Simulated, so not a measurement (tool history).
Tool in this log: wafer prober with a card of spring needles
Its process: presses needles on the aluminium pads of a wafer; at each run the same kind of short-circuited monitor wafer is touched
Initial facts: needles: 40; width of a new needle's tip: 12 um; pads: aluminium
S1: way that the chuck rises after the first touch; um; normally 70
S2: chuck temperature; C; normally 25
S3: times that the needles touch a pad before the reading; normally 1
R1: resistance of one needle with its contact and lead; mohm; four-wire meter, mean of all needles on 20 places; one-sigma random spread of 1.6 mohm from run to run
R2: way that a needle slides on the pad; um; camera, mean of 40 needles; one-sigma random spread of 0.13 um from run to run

Run 1, hour 0.0: usual settings. Result: R1 170 mohm, R2 11.39 um.
At hour 2.3: tips cleaned on abrasive film.
At hour 8.0: tips cleaned on abrasive film.
At hour 13.7: tips cleaned on abrasive film.
At hour 18.2: tips cleaned on abrasive film.
Run 2, hour 20.8: usual settings. Result: R1 170 mohm, R2 10.92 um.
At hour 23.2: tips cleaned on abrasive film.
At hour 27.7: tips cleaned on abrasive film.
At hour 32.4: tips cleaned on abrasive film.
Run 3, hour 32.4: usual settings. Result: R1 159 mohm, R2 11.22 um.
At hour 38.1: tips cleaned on abrasive film.
At hour 43.8: tips cleaned on abrasive film.
At hour 49.5: tips cleaned on abrasive film.
Run 4, hour 52.9: usual settings. Result: R1 169 mohm, R2 10.98 um.
At hour 54.1: tips cleaned on abrasive film.
At hour 58.7: tips cleaned on abrasive film.
At hour 64.4: tips cleaned on abrasive film.
Run 5, hour 68.8: usual settings. Result: R1 175 mohm, R2 10.74 um.
At hour 70.0: tips cleaned on abrasive film.
At hour 75.7: tips cleaned on abrasive film.
At hour 80.3: tips cleaned on abrasive film.
Run 6, hour 84.5: usual settings. Result: R1 174 mohm, R2 10.76 um.
At hour 85.7: tips cleaned on abrasive film.
At hour 90.3: tips cleaned on abrasive film.
At hour 95.9: tips cleaned on abrasive film.
At hour 100.5: tips cleaned on abrasive film.
At hour 106.2: tips cleaned on abrasive film.
Run 7, hour 109.8: usual settings but S1 55 um, S2 34 C. Result: R1 180 mohm, R2 8.36 um.

Estimate the outcome of run 8 from the log above:
At hour 111.0: tips cleaned on abrasive film.
At hour 116.7: tips cleaned on abrasive film.
At hour 122.4: tips cleaned on abrasive film.
At hour 126.9: tips cleaned on abrasive film.
Run 8, hour 129.4: usual settings but S1 68 um, S2 36 C, S3 3. Result: R1 ?, R2 ?.

R1: 167 mohm
R2: 10.50 um
With the hidden condition absent and the run-to-run variation left alone, this run would have shown R1 163 mohm, R2 10.94 um.

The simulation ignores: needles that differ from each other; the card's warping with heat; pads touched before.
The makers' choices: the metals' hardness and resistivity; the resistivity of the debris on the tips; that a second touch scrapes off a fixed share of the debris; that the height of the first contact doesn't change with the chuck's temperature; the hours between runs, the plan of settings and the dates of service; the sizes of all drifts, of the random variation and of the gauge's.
